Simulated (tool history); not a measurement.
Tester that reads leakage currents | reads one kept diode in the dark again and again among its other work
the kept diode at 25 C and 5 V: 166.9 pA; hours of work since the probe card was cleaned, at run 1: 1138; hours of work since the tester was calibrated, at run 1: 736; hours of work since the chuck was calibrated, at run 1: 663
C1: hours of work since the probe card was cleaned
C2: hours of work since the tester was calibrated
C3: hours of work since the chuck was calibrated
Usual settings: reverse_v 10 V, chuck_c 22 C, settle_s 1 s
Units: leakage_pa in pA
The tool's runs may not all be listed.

run 1 hour=0 | reverse_v=10 chuck_c=22 settle_s=1 | C1=1138 C2=736 C3=663 | leakage_pa=156.28
run 2 hour=21.2 | reverse_v=10 chuck_c=22 settle_s=1 | C1=1148 C2=747 C3=674 | leakage_pa=156.22
run 3 hour=52.7 | reverse_v=10 chuck_c=22 settle_s=1 | C1=1164 C2=762 C3=689 | leakage_pa=155.79
run 4 hour=80.8 | reverse_v=10 chuck_c=22 settle_s=1 | C1=1178 C2=776 C3=703 | leakage_pa=155.41
run 5 hour=105.2 | reverse_v=10 chuck_c=22 settle_s=1 | C1=1190 C2=788 C3=715 | leakage_pa=155.28
-- hour=119.7 chuck's temperature calibrated
run 6 hour=143.8 | reverse_v=10 chuck_c=42 settle_s=1 | C1=1208 C2=806 C3=12 | leakage_pa=837.32
run 7 hour=175.3 | reverse_v=10 chuck_c=42 settle_s=1 | C1=1224 C2=822 C3=28 | leakage_pa=837.26
run 8 hour=199.3 | reverse_v=10 chuck_c=22 settle_s=1 | C1=1236 C2=834 C3=39 | leakage_pa=173.4
run 9 hour=225.8 | reverse_v=5.2 chuck_c=22 settle_s=1 | C1=1249 C2=847 C3=53 | leakage_pa=133.64
run 10 hour=254.7 | reverse_v=5.2 chuck_c=22 settle_s=1 | C1=1263 C2=861 C3=67 | leakage_pa=134.23
run 11 hour=285 | reverse_v=5.2 chuck_c=22 settle_s=1 | C1=1278 C2=876 C3=82 | leakage_pa=133.4
run 12 hour=321.7 | reverse_v=5.2 chuck_c=22 settle_s=1 | C1=1296 C2=895 C3=100 | leakage_pa=132.56
run 13 hour=341.2 | reverse_v=5.2 chuck_c=30 settle_s=1 | C1=1306 C2=904 C3=110 | leakage_pa=254.2
run 14 hour=365.1 | reverse_v=5.2 chuck_c=57 settle_s=1 | C1=1318 C2=916 C3=121 | leakage_pa=1860.7
run 15 hour=403.6 | reverse_v=5.2 chuck_c=57 settle_s=1 | C1=1337 C2=935 C3=141 | leakage_pa=1853.5
run 16 hour=433 | reverse_v=2.7 chuck_c=42 settle_s=1 | C1=1351 C2=950 C3=155 | leakage_pa=496.75
run 17 hour=474.9 | reverse_v=1.3 chuck_c=22 settle_s=2.08 | C1=1372 C2=970 C3=176 | leakage_pa=77.19
run 18 hour=499.9 | reverse_v=11.2 chuck_c=22 settle_s=1 | C1=1384 C2=983 C3=188 | leakage_pa=178.09
run 19 hour=537.3 | reverse_v=4.1 chuck_c=58 settle_s=0.44 | C1=1403 C2=1001 C3=207 | leakage_pa=1798.03
run 20 hour=578.5 | reverse_v=14.6 chuck_c=22 settle_s=3.44 | C1=1423 C2=1022 C3=227 | leakage_pa=194.36
run 21 hour=616.4 | reverse_v=14.6 chuck_c=22 settle_s=3.44 | C1=1442 C2=1040 C3=246 | leakage_pa=193.28
run 22 hour=657.6 | reverse_v=14.6 chuck_c=46 settle_s=0.41 | C1=1462 C2=1061 C3=266 | leakage_pa=1257.62
run 23 hour=677.3 | reverse_v=1.5 chuck_c=22 settle_s=6.62 | C1=1472 C2=1071 C3=276 | leakage_pa=79.32

5 options for the next run, each taken on its own from the tool as it stands now. Forecast them:
run A hour=707.5 | reverse_v=10 chuck_c=27 settle_s=1 | C1=1487 C2=1085 C3=291 | leakage_pa=?
run B hour=707.5 | reverse_v=1.2 chuck_c=22 settle_s=2.43 | C1=1487 C2=1085 C3=291 | leakage_pa=?
run C hour=707.5 | reverse_v=10 chuck_c=22 settle_s=3.32 | C1=1487 C2=1085 C3=291 | leakage_pa=?
run D hour=707.5 | reverse_v=8.1 chuck_c=22 settle_s=1.87 | C1=1487 C2=1085 C3=291 | leakage_pa=?
run E hour=707.5 | reverse_v=15.5 chuck_c=24 settle_s=1.37 | C1=1487 C2=1085 C3=291 | leakage_pa=?

run=A leakage_pa=249.28
run=B leakage_pa=72.82
run=C leakage_pa=165.56
run=D leakage_pa=152.73
run=E leakage_pa=232.33
Had the tool no hidden state, the same runs would have come out as:
run=A leakage_pa=256.25
run=B leakage_pa=75.51
run=C leakage_pa=169.41
run=D leakage_pa=156.62
run=E leakage_pa=237.11

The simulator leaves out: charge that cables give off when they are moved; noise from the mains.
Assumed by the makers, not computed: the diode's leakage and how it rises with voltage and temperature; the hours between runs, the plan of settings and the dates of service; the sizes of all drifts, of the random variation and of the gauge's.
